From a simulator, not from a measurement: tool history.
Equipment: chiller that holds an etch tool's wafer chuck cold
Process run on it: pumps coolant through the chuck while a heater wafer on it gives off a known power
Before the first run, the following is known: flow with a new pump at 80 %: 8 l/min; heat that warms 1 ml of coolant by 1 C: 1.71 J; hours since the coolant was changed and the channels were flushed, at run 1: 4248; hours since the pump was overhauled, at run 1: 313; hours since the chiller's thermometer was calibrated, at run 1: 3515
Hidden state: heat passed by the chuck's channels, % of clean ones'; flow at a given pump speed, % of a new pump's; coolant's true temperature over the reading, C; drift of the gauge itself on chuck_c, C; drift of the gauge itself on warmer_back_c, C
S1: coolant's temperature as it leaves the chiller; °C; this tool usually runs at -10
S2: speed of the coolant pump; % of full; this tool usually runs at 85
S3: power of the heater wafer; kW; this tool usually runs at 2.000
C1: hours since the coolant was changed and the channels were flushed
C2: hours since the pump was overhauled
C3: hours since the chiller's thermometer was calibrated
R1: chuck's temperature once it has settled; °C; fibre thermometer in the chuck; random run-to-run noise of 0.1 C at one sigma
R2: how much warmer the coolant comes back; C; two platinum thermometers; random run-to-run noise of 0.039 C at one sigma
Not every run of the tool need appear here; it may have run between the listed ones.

run 1 hour=0.0 | S1=-10 S2=85 S3=2.000 | C1=4248 C2=313 C3=3515 | R1=11.3 R2=8.22
run 2 hour=116.8 | S1=-10 S2=92 S3=2.000 | C1=4364 C2=429 C3=3632 | R1=10.2 R2=7.55
run 3 hour=186.3 | S1=-10 S2=92 S3=2.000 | C1=4434 C2=499 C3=3701 | R1=10.2 R2=7.57
-- hour=202.1 chiller's thermometer calibrated
run 4 hour=263.9 | S1=-20 S2=85 S3=2.000 | C1=4510 C2=576 C3=62 | R1=1.7 R2=8.25
run 5 hour=360.6 | S1=-10 S2=85 S3=2.000 | C1=4607 C2=672 C3=158 | R1=11.7 R2=8.34
run 6 hour=489.1 | S1=-10 S2=65 S3=2.000 | C1=4736 C2=801 C3=287 | R1=17.0 R2=11.07
run 7 hour=642.2 | S1=-10 S2=65 S3=2.000 | C1=4889 C2=954 C3=440 | R1=17.1 R2=11.11
run 8 hour=715.7 | S1=-10 S2=65 S3=2.000 | C1=4962 C2=1027 C3=514 | R1=17.2 R2=11.04

What will run 9 give?
run 9 hour=811.7 | S1=-10 S2=65 S3=2.000 | C1=5058 C2=1123 C3=610 | R1=? R2=?

{"run 9": {"R1": 17.2, "R2": 11.04}}
On a tool with no hidden condition, and with the same random variation, this run would have come out at R1 14.6 °C, R2 10.88 C.
